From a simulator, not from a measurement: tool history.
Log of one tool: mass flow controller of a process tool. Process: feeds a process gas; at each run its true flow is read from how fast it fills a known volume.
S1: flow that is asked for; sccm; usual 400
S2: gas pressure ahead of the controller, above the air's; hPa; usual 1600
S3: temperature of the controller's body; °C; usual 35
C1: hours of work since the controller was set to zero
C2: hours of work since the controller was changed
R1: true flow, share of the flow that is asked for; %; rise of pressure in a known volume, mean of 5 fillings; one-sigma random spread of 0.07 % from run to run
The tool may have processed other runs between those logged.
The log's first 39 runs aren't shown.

run    hour   S1    S2  S3    C1    C2     R1
 40  3246.8  116  1590  34  1446  1446   95.7
     3329.4  -- gauge calibrated
 41    3333  558  1650  36  1479  1479  97.64
 42  3408.3  771  1630  22  1509  1509  99.59
 43  3482.9  282  2330  24  1538  1538   98.1
 44  3548.2  282  2330  24  1564  1564  97.93
 45  3607.5  282  2330  24  1587  1587  97.85
 46  3677.6  282  2330  29  1615  1615  97.38
 47  3742.9  282  2330  31  1640  1640  97.09
 48  3825.1  282  2330  31  1673  1673  97.09
 49  3917.5  120  2330  37  1709  1709  95.84

Forecast each of these 3 alternatives for the next run:
  A  3988.2  152  2490  21  1737  1737   ?
  B  3988.2  291  1630  24  1737  1737   ?
  C  3988.2  400  1600  22  1737  1737   ?

run     R1
  A  97.64
  B  97.62
  C  97.97
With no hidden state in the tool, these same runs would have given:
run     R1
  A  98.24
  B  98.21
  C  98.56

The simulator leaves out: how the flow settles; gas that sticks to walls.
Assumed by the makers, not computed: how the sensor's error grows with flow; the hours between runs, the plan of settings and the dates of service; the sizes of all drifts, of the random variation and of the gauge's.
